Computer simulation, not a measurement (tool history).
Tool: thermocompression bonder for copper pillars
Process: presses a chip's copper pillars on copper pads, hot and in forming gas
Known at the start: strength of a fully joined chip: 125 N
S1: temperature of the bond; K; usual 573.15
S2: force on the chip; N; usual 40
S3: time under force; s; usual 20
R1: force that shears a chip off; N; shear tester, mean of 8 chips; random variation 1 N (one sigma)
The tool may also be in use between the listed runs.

run,day,S1,S2,S3,R1
1,0,573.15,40,20,90.6
2,0.475,573.15,40,20,90.7
3,0.992,573.15,40,20,90.5
4,1.629,573.15,40,20,91.8
5,2.029,573.15,40,20,90.3
6,2.538,573.15,40,20,90.9
7,2.912,573.15,40,20,90.5
8,3.479,573.15,55,39,112.7
9,4.004,546.15,40,20,67.2
# day 4.438: forming gas filter changed
10,4.454,603.15,40,47,119.5
11,4.871,573.15,27,20,77.4
12,5.275,573.15,27,20,76.2
13,5.775,598.15,40,56,121.5

Forecast each of these 5 alternatives for the next run:
A,6.179,594.15,37,43,?
B,6.179,598.15,28,46,?
C,6.179,586.15,32,13,?
D,6.179,573.15,39,20,?
E,6.179,573.15,40,17,?

run,R1
A,114.4
B,113.9
C,86.3
D,89.8
E,88.6
Without the tool's hidden state the same runs would have given:
run,R1
A,114.5
B,114
C,86.4
D,90
E,88.8
